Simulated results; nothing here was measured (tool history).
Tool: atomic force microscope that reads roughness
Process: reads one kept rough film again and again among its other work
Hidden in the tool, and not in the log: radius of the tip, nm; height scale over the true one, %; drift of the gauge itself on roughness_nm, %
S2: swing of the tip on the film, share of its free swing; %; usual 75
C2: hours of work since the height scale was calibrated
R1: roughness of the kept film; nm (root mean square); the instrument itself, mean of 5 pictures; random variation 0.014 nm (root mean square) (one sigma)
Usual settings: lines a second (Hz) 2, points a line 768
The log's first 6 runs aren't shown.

{"hour": 300.9, "done": "new tip fitted"}
{"run": 7, "hour": 317.9, "lines a second (Hz)": 2, "S2": 75, "points a line": 768, "pictures with this tip": 36, "C2": 797, "R1": 3.004}
{"run": 8, "hour": 364.5, "lines a second (Hz)": 2, "S2": 75, "points a line": 768, "pictures with this tip": 133, "C2": 828, "R1": 2.283}
{"hour": 374.3, "done": "new tip fitted"}
{"run": 9, "hour": 424.6, "lines a second (Hz)": 2, "S2": 75, "points a line": 768, "pictures with this tip": 105, "C2": 867, "R1": 2.477}
{"hour": 446.3, "done": "new tip fitted"}
{"run": 10, "hour": 474.1, "lines a second (Hz)": 2, "S2": 75, "points a line": 768, "pictures with this tip": 58, "C2": 900, "R1": 2.829}
{"hour": 522.8, "done": "new tip fitted"}
{"run": 11, "hour": 543.1, "lines a second (Hz)": 2, "S2": 75, "points a line": 422, "pictures with this tip": 43, "C2": 945, "R1": 2.916}
{"run": 12, "hour": 589.5, "lines a second (Hz)": 2, "S2": 75, "points a line": 347, "pictures with this tip": 140, "C2": 976, "R1": 2.253}
{"hour": 595.1, "done": "new tip fitted"}
{"run": 13, "hour": 640.1, "lines a second (Hz)": 2, "S2": 75, "points a line": 445, "pictures with this tip": 94, "C2": 1009, "R1": 2.557}
{"hour": 667.7, "done": "new tip fitted"}
{"run": 14, "hour": 715.2, "lines a second (Hz)": 2, "S2": 75, "points a line": 768, "pictures with this tip": 99, "C2": 1058, "R1": 2.579}
{"hour": 739.4, "done": "new tip fitted"}
{"run": 15, "hour": 760.0, "lines a second (Hz)": 2, "S2": 75, "points a line": 768, "pictures with this tip": 43, "C2": 1088, "R1": 2.967}
{"hour": 810.1, "done": "new tip fitted"}
{"run": 16, "hour": 822.4, "lines a second (Hz)": 1.4, "S2": 75, "points a line": 768, "pictures with this tip": 26, "C2": 1128, "R1": 3.204}
{"run": 17, "hour": 853.2, "lines a second (Hz)": 1.4, "S2": 75, "points a line": 768, "pictures with this tip": 91, "C2": 1149, "R1": 2.656}
{"hour": 880.4, "done": "new tip fitted"}
{"run": 18, "hour": 889.3, "lines a second (Hz)": 1.4, "S2": 75, "points a line": 768, "pictures with this tip": 18, "C2": 1172, "R1": 3.289}
{"run": 19, "hour": 935.8, "lines a second (Hz)": 1.4, "S2": 75, "points a line": 768, "pictures with this tip": 116, "C2": 1203, "R1": 2.496}
{"hour": 955.5, "done": "new tip fitted"}
{"run": 20, "hour": 984.3, "lines a second (Hz)": 1.4, "S2": 75, "points a line": 768, "pictures with this tip": 60, "C2": 1235, "R1": 2.97}
{"run": 21, "hour": 1014.9, "lines a second (Hz)": 1.45, "S2": 75, "points a line": 768, "pictures with this tip": 125, "C2": 1255, "R1": 2.458}
{"hour": 1027.3, "done": "new tip fitted"}
{"run": 22, "hour": 1078.4, "lines a second (Hz)": 0.67, "S2": 78, "points a line": 768, "pictures with this tip": 108, "C2": 1297, "R1": 2.593}
{"hour": 1097.8, "done": "new tip fitted"}
{"run": 23, "hour": 1114.3, "lines a second (Hz)": 3.91, "S2": 78, "points a line": 768, "pictures with this tip": 35, "C2": 1320, "R1": 2.731}
{"hour": 1169.4, "done": "new tip fitted"}
{"run": 24, "hour": 1178.0, "lines a second (Hz)": 1.46, "S2": 75, "points a line": 550, "pictures with this tip": 18, "C2": 1362, "R1": 3.274}

The next listed run, before its measurement:
{"hour": 1241.7, "done": "new tip fitted"}
{"run": 25, "hour": 1252.3, "lines a second (Hz)": 0.96, "S2": 55, "points a line": 768, "pictures with this tip": 22, "C2": 1411, "R1": "?"}

R1: 3.459 nm (root mean square)
Without the tool's hidden state the same run would have given R1 3.773 nm (root mean square).
